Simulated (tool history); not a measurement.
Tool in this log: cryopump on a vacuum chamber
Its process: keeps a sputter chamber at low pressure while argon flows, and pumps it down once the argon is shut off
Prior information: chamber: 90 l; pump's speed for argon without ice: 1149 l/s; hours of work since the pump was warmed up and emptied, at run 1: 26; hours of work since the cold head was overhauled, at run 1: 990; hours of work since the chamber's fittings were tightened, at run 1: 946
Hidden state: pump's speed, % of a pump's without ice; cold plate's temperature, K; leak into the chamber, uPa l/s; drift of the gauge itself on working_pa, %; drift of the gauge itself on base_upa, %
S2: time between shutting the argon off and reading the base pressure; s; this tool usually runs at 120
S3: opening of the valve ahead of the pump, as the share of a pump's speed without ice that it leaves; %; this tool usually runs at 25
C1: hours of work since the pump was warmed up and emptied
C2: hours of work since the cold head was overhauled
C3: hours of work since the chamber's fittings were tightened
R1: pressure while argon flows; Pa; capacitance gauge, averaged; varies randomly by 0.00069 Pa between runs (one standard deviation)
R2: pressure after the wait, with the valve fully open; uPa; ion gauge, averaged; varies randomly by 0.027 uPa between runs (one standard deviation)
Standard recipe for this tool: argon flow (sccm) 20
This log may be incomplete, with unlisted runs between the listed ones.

{"run": 1, "hour": 0.0, "argon flow (sccm)": 20, "S2": 120, "S3": 25, "C1": 26, "C2": 990, "C3": 946, "R1": 0.1194, "R2": 1.57}
{"run": 2, "hour": 129.5, "argon flow (sccm)": 20, "S2": 120, "S3": 25, "C1": 111, "C2": 1074, "C3": 1030, "R1": 0.119, "R2": 1.59}
{"run": 3, "hour": 190.0, "argon flow (sccm)": 20, "S2": 120, "S3": 25, "C1": 150, "C2": 1114, "C3": 1070, "R1": 0.12, "R2": 1.65}
{"run": 4, "hour": 263.4, "argon flow (sccm)": 20, "S2": 28, "S3": 25, "C1": 198, "C2": 1162, "C3": 1118, "R1": 0.1205, "R2": 4.8}
{"run": 5, "hour": 351.6, "argon flow (sccm)": 20, "S2": 28, "S3": 25, "C1": 255, "C2": 1219, "C3": 1175, "R1": 0.1211, "R2": 4.79}
{"run": 6, "hour": 480.3, "argon flow (sccm)": 14, "S2": 120, "S3": 25, "C1": 339, "C2": 1303, "C3": 1259, "R1": 0.0856, "R2": 1.73}
{"run": 7, "hour": 546.2, "argon flow (sccm)": 14, "S2": 120, "S3": 25, "C1": 382, "C2": 1346, "C3": 1302, "R1": 0.0856, "R2": 1.72}
{"run": 8, "hour": 643.7, "argon flow (sccm)": 20, "S2": 51, "S3": 25, "C1": 446, "C2": 1410, "C3": 1366, "R1": 0.1223, "R2": 3.07}
{"run": 9, "hour": 737.2, "argon flow (sccm)": 20, "S2": 51, "S3": 25, "C1": 507, "C2": 1471, "C3": 1426, "R1": 0.1241, "R2": 3.15}
{"run": 10, "hour": 846.1, "argon flow (sccm)": 20, "S2": 51, "S3": 25, "C1": 578, "C2": 1542, "C3": 1498, "R1": 0.1242, "R2": 3.23}
{"run": 11, "hour": 968.1, "argon flow (sccm)": 20, "S2": 51, "S3": 25, "C1": 658, "C2": 1621, "C3": 1577, "R1": 0.1239, "R2": 3.17}
{"run": 12, "hour": 1082.6, "argon flow (sccm)": 12, "S2": 120, "S3": 25, "C1": 732, "C2": 1696, "C3": 1652, "R1": 0.0754, "R2": 2.02}
{"run": 13, "hour": 1174.8, "argon flow (sccm)": 14, "S2": 58, "S3": 37, "C1": 792, "C2": 1756, "C3": 1712, "R1": 0.0622, "R2": 3.13}
{"hour": 1259.9, "done": "pump warmed up, emptied and cooled again"}
{"run": 14, "hour": 1278.7, "argon flow (sccm)": 25, "S2": 89, "S3": 29, "C1": 12, "C2": 1821, "C3": 1776, "R1": 0.1286, "R2": 2.23}
{"run": 15, "hour": 1349.4, "argon flow (sccm)": 30, "S2": 141, "S3": 40, "C1": 58, "C2": 1867, "C3": 1823, "R1": 0.1127, "R2": 1.8}
{"run": 16, "hour": 1450.0, "argon flow (sccm)": 30, "S2": 141, "S3": 52, "C1": 124, "C2": 1932, "C3": 1888, "R1": 0.0896, "R2": 1.88}
{"run": 17, "hour": 1558.3, "argon flow (sccm)": 30, "S2": 141, "S3": 52, "C1": 195, "C2": 2003, "C3": 1959, "R1": 0.0894, "R2": 1.86}
{"run": 18, "hour": 1631.5, "argon flow (sccm)": 30, "S2": 141, "S3": 52, "C1": 242, "C2": 2051, "C3": 2007, "R1": 0.0903, "R2": 1.86}

Estimate the outcome of run 19 from the log above:
{"run": 19, "hour": 1737.5, "argon flow (sccm)": 15, "S2": 82, "S3": 25, "C1": 311, "C2": 2120, "C3": 2076, "R1": "?", "R2": "?"}

R1: 0.0912 Pa
R2: 2.44 uPa
Without the tool's hidden state the same run would have given R1 0.088 Pa, R2 1.56 uPa.
